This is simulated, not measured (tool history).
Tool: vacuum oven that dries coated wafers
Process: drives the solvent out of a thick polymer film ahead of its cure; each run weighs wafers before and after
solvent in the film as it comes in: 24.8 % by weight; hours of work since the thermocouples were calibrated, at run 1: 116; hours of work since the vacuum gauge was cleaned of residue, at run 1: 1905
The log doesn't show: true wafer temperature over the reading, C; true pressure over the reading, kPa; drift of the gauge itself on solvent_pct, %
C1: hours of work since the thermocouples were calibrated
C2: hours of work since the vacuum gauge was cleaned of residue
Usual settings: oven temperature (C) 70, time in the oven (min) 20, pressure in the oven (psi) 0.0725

run 1 hour=0 | oven_temperature_(C)=70 time_in_the_oven_(min)=20 pressure_in_the_oven_(psi)=0.0725 | C1=116 C2=1905 | solvent_left_in_the_film_(%)=3.45
run 2 hour=54.8 | oven_temperature_(C)=60 time_in_the_oven_(min)=20 pressure_in_the_oven_(psi)=0.0725 | C1=148 C2=1937 | solvent_left_in_the_film_(%)=7.51
run 3 hour=135.4 | oven_temperature_(C)=70 time_in_the_oven_(min)=20 pressure_in_the_oven_(psi)=0.2734 | C1=195 C2=1984 | solvent_left_in_the_film_(%)=4.66
run 4 hour=197.1 | oven_temperature_(C)=70 time_in_the_oven_(min)=20 pressure_in_the_oven_(psi)=0.2734 | C1=231 C2=2020 | solvent_left_in_the_film_(%)=4.68
run 5 hour=268.2 | oven_temperature_(C)=70 time_in_the_oven_(min)=20 pressure_in_the_oven_(psi)=0.2734 | C1=272 C2=2062 | solvent_left_in_the_film_(%)=4.7
run 6 hour=353.2 | oven_temperature_(C)=55 time_in_the_oven_(min)=20 pressure_in_the_oven_(psi)=0.0725 | C1=322 C2=2111 | solvent_left_in_the_film_(%)=10.3
run 7 hour=394.2 | oven_temperature_(C)=55 time_in_the_oven_(min)=20 pressure_in_the_oven_(psi)=0.0725 | C1=346 C2=2135 | solvent_left_in_the_film_(%)=10.21
run 8 hour=449.7 | oven_temperature_(C)=55 time_in_the_oven_(min)=20 pressure_in_the_oven_(psi)=0.0725 | C1=378 C2=2167 | solvent_left_in_the_film_(%)=10.45
run 9 hour=505.9 | oven_temperature_(C)=55 time_in_the_oven_(min)=20 pressure_in_the_oven_(psi)=0.0725 | C1=411 C2=2200 | solvent_left_in_the_film_(%)=10.31
run 10 hour=543 | oven_temperature_(C)=55 time_in_the_oven_(min)=20 pressure_in_the_oven_(psi)=0.0725 | C1=432 C2=2222 | solvent_left_in_the_film_(%)=10.89
run 11 hour=628.2 | oven_temperature_(C)=55 time_in_the_oven_(min)=20 pressure_in_the_oven_(psi)=0.0725 | C1=482 C2=2271 | solvent_left_in_the_film_(%)=10.79
run 12 hour=689.3 | oven_temperature_(C)=55 time_in_the_oven_(min)=12 pressure_in_the_oven_(psi)=0.0725 | C1=518 C2=2307 | solvent_left_in_the_film_(%)=13.89
run 13 hour=746.7 | oven_temperature_(C)=55 time_in_the_oven_(min)=12 pressure_in_the_oven_(psi)=0.0725 | C1=551 C2=2340 | solvent_left_in_the_film_(%)=13.72
run 14 hour=801.4 | oven_temperature_(C)=55 time_in_the_oven_(min)=12 pressure_in_the_oven_(psi)=0.0725 | C1=583 C2=2372 | solvent_left_in_the_film_(%)=14.01
run 15 hour=850 | oven_temperature_(C)=55 time_in_the_oven_(min)=12 pressure_in_the_oven_(psi)=0.1176 | C1=611 C2=2401 | solvent_left_in_the_film_(%)=14.02
run 16 hour=933.7 | oven_temperature_(C)=70 time_in_the_oven_(min)=20 pressure_in_the_oven_(psi)=0.0429 | C1=660 C2=2449 | solvent_left_in_the_film_(%)=3.67
-- hour=997.3 oven's thermocouples calibrated
run 17 hour=1013.8 | oven_temperature_(C)=70 time_in_the_oven_(min)=20 pressure_in_the_oven_(psi)=0.0429 | C1=10 C2=2495 | solvent_left_in_the_film_(%)=3.3
run 18 hour=1074.8 | oven_temperature_(C)=72 time_in_the_oven_(min)=20 pressure_in_the_oven_(psi)=0.0429 | C1=45 C2=2531 | solvent_left_in_the_film_(%)=2.86
run 19 hour=1149.3 | oven_temperature_(C)=72 time_in_the_oven_(min)=20 pressure_in_the_oven_(psi)=0.0429 | C1=89 C2=2574 | solvent_left_in_the_film_(%)=2.78
run 20 hour=1216.9 | oven_temperature_(C)=72 time_in_the_oven_(min)=20 pressure_in_the_oven_(psi)=0.0429 | C1=128 C2=2613 | solvent_left_in_the_film_(%)=2.87
-- hour=1224.9 vacuum gauge cleaned of residue and calibrated
run 21 hour=1267 | oven_temperature_(C)=73 time_in_the_oven_(min)=20 pressure_in_the_oven_(psi)=0.0421 | C1=156 C2=25 | solvent_left_in_the_film_(%)=2.78
run 22 hour=1314.4 | oven_temperature_(C)=73 time_in_the_oven_(min)=20 pressure_in_the_oven_(psi)=0.0421 | C1=184 C2=52 | solvent_left_in_the_film_(%)=2.89
run 23 hour=1401.1 | oven_temperature_(C)=73 time_in_the_oven_(min)=20 pressure_in_the_oven_(psi)=0.0421 | C1=234 C2=103 | solvent_left_in_the_film_(%)=3.06
run 24 hour=1458.4 | oven_temperature_(C)=73 time_in_the_oven_(min)=20 pressure_in_the_oven_(psi)=0.0421 | C1=268 C2=136 | solvent_left_in_the_film_(%)=2.99
run 25 hour=1541.2 | oven_temperature_(C)=58 time_in_the_oven_(min)=20 pressure_in_the_oven_(psi)=0.0421 | C1=316 C2=184 | solvent_left_in_the_film_(%)=9.53
-- hour=1590 vacuum gauge cleaned of residue and calibrated, once more
run 26 hour=1601.7 | oven_temperature_(C)=69 time_in_the_oven_(min)=20 pressure_in_the_oven_(psi)=0.1606 | C1=351 C2=7 | solvent_left_in_the_film_(%)=3.46
run 27 hour=1641.9 | oven_temperature_(C)=69 time_in_the_oven_(min)=20 pressure_in_the_oven_(psi)=0.1606 | C1=374 C2=30 | solvent_left_in_the_film_(%)=3.51
run 28 hour=1712.3 | oven_temperature_(C)=70 time_in_the_oven_(min)=20 pressure_in_the_oven_(psi)=0.1835 | C1=415 C2=71 | solvent_left_in_the_film_(%)=3.33
run 29 hour=1758.2 | oven_temperature_(C)=78 time_in_the_oven_(min)=11 pressure_in_the_oven_(psi)=0.1693 | C1=442 C2=98 | solvent_left_in_the_film_(%)=3.55
run 30 hour=1804.7 | oven_temperature_(C)=67 time_in_the_oven_(min)=11 pressure_in_the_oven_(psi)=0.1758 | C1=469 C2=125 | solvent_left_in_the_film_(%)=8.37
run 31 hour=1856.1 | oven_temperature_(C)=70 time_in_the_oven_(min)=11 pressure_in_the_oven_(psi)=0.1758 | C1=499 C2=155 | solvent_left_in_the_film_(%)=7.04
run 32 hour=1907.4 | oven_temperature_(C)=70 time_in_the_oven_(min)=11 pressure_in_the_oven_(psi)=0.1758 | C1=529 C2=185 | solvent_left_in_the_film_(%)=7.06
run 33 hour=1974.8 | oven_temperature_(C)=81 time_in_the_oven_(min)=18 pressure_in_the_oven_(psi)=0.1153 | C1=568 C2=224 | solvent_left_in_the_film_(%)=1.12
run 34 hour=2010.1 | oven_temperature_(C)=81 time_in_the_oven_(min)=18 pressure_in_the_oven_(psi)=0.1153 | C1=589 C2=245 | solvent_left_in_the_film_(%)=1.01
run 35 hour=2084 | oven_temperature_(C)=75 time_in_the_oven_(min)=13 pressure_in_the_oven_(psi)=0.0725 | C1=632 C2=288 | solvent_left_in_the_film_(%)=3.36
run 36 hour=2140 | oven_temperature_(C)=74 time_in_the_oven_(min)=19 pressure_in_the_oven_(psi)=0.0725 | C1=664 C2=321 | solvent_left_in_the_film_(%)=1.96
run 37 hour=2191 | oven_temperature_(C)=74 time_in_the_oven_(min)=19 pressure_in_the_oven_(psi)=0.0725 | C1=694 C2=350 | solvent_left_in_the_film_(%)=2.02
-- hour=2197.8 oven's thermocouples calibrated
run 38 hour=2274.7 | oven_temperature_(C)=64 time_in_the_oven_(min)=12 pressure_in_the_oven_(psi)=0.0725 | C1=45 C2=398 | solvent_left_in_the_film_(%)=8.82

How the hidden state differs across the entries between the runs, from the last listed run before each to the first after it:
Between runs 16 and 17: oven's thermocouples calibrated (hour 997.3)
  true wafer temperature over the reading, C: -0.95 -> 0.3; true pressure over the reading, kPa: 1.266 -> 1.288
  measured less the result without the state, solvent left in the film (%): +1.42 -> +1.05
Between runs 20 and 21: vacuum gauge cleaned of residue and calibrated (hour 1224.9)
  true wafer temperature over the reading, C: 0.11 -> 0.06; true pressure over the reading, kPa: 1.348 -> 1.716
  measured less the result without the state, solvent left in the film (%): +1.09 -> +1.34
Between runs 25 and 26: vacuum gauge cleaned of residue and calibrated, once more (hour 1590)
  true wafer temperature over the reading, C: -0.21 -> -0.27; true pressure over the reading, kPa: 1.793 -> 0.02
  measured less the result without the state, solvent left in the film (%): +2.27 -> +0.11
Between runs 37 and 38: oven's thermocouples calibrated (hour 2197.8)
  true wafer temperature over the reading, C: -0.85 -> -0.55; true pressure over the reading, kPa: 0.196 -> 0.221
  measured less the result without the state, solvent left in the film (%): +0.36 -> +0.45
